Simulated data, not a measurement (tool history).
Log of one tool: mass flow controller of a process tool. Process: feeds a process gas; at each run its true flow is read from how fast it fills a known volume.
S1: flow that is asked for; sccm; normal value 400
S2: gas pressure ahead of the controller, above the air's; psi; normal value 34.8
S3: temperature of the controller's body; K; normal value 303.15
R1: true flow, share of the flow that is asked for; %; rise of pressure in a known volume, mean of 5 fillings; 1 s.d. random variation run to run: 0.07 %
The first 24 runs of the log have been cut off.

| run | hour | S1 | S2 | S3 | R1 |
|---|---|---|---|---|---|
| 25 | 3449.1 | 193 | 26.7 | 302.15 | 99.03 |
| 26 | 3561.6 | 193 | 30.9 | 294.15 | 98.47 |
| 27 | 3655.2 | 193 | 30.9 | 294.15 | 98.33 |
| 28 | 3851.1 | 505 | 39.5 | 309.15 | 99.85 |
| 29 | 4011.8 | 505 | 39.5 | 309.15 | 99.88 |
| 30 | 4132.6 | 156 | 23.1 | 302.15 | 99.45 |
| 31 | 4258.6 | 166 | 23.1 | 299.15 | 99.32 |
| 32 | 4372.7 | 138 | 22.5 | 305.15 | 99.51 |
| 33 | 4538.6 | 138 | 31.8 | 295.15 | 98.74 |
| 34 | 4672.6 | 138 | 21.3 | 295.15 | 99.45 |
| 35 | 4856.4 | 138 | 21.3 | 295.15 | 99.40 |
| 36 | 5026.6 | 197 | 34.8 | 303.15 | 99.54 |
| 37 | 5245.9 | 197 | 34.8 | 303.15 | 99.86 |
| 38 | 5411.8 | 548 | 34.8 | 303.15 | 100.59 |
| 39 | 5552.0 | 330 | 34.8 | 297.15 | 99.88 |
| 40 | 5685.4 | 937 | 25.5 | 303.15 | 102.07 |
| 41 | 5855.2 | 109 | 20.7 | 303.15 | 100.36 |
| 42 | 6070.3 | 513 | 32.9 | 307.15 | 101.31 |
| 43 | 6261.1 | 513 | 32.9 | 307.15 | 101.45 |

3 options for the next run, each taken on its own from the tool as it stands now. Forecast them:
| A | 6421.2 | 366 | 34.8 | 299.15 | ? |
| B | 6421.2 | 119 | 34.8 | 303.15 | ? |
| C | 6421.2 | 513 | 33.2 | 307.15 | ? |

| run | R1 |
|---|---|
| A | 100.64 |
| B | 100.24 |
| C | 101.49 |
Without the tool's hidden state the same runs would have given:
| run | R1 |
|---|---|
| A | 98.39 |
| B | 97.98 |
| C | 99.22 |

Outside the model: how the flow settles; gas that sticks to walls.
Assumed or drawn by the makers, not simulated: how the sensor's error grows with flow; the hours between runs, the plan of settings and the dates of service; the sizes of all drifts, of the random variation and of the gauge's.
